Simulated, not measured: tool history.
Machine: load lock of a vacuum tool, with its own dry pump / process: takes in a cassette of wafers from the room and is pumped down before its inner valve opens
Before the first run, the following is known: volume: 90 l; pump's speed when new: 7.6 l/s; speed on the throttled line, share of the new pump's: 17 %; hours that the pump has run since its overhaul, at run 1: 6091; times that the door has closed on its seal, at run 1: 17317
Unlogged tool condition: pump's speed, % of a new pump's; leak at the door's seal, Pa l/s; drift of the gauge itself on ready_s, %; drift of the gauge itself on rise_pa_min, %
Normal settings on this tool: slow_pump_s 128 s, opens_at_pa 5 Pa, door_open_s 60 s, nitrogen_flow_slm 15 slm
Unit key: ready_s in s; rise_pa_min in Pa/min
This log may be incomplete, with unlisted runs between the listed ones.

run,hour,slow_pump_s,opens_at_pa,door_open_s,nitrogen_flow_slm,hours that the pump has run since its overhaul,times that the door has closed on its seal,"incoming humidity of the room's air, %",ready_s,rise_pa_min
1,0.0,128,5,60,15,6091,17317,44.0,236.4,0.093
2,376.4,128,5,60,15,6467,17803,43.2,237.0,0.095
3,664.5,128,5,60,15,6755,18175,45.5,236.4,0.094
4,1002.8,128,5,60,15,7093,18612,46.5,239.9,0.104
5,1214.5,128,5,60,15,7305,18885,45.2,235.6,0.103
6,1676.1,77,5,60,15,7767,19481,48.5,196.9,0.106
7,2120.1,77,5,60,19,8211,20055,44.7,198.2,0.109
8,2520.7,77,5,60,19,8611,20572,43.6,195.7,0.111
9,2991.9,77,5,73,19,9082,21181,45.0,196.4,0.113
10,3219.8,77,5,73,19,9310,21475,41.7,201.7,0.116
11,3575.4,77,5,73,19,9666,21934,46.4,197.6,0.126
12,4046.0,128,7,60,15,10137,22542,42.4,237.5,0.130
13,4472.7,128,7,60,15,10563,23093,42.8,237.4,0.125
14,4799.0,83,5,60,5,10890,23514,46.1,208.0,0.138
15,5188.1,83,5,60,5,11279,24017,44.2,208.4,0.138
16,5494.5,128,5,60,17,11585,24412,45.9,244.2,0.140
17,5957.1,255,5,60,14,12048,25010,43.1,344.8,0.148
18,6309.7,156,5,60,14,12400,25465,45.8,269.4,0.143
19,6637.3,108,5,106,14,12728,25888,44.6,232.4,0.166
20,6949.3,108,5,106,14,13040,26291,43.8,231.5,0.164
21,7233.3,128,5,68,15,13324,26658,42.0,247.8,0.156
22,7465.1,101,5,149,5,13556,26957,42.6,227.7,0.190
23,7913.8,101,8,149,8,14004,27536,47.0,222.2,0.193
24,8294.3,128,6,26,15,14385,28028,46.1,248.9,0.158

Some steps in ready_s between neighbouring runs. How much of each would the tool show without its hidden state too (settings, what came in, random variation), and how much is left for the hidden state, with any gauge scatter that isn't in both results?
Run 16 -> 17: slow_pump_s 128 -> 255, nitrogen_flow_slm 17 -> 14. ready_s +100.6 s: hidden state -3.6, all else +104.2.
Run 17 -> 18: slow_pump_s 255 -> 156. ready_s -75.4 s: hidden state +4.5, all else -79.9.
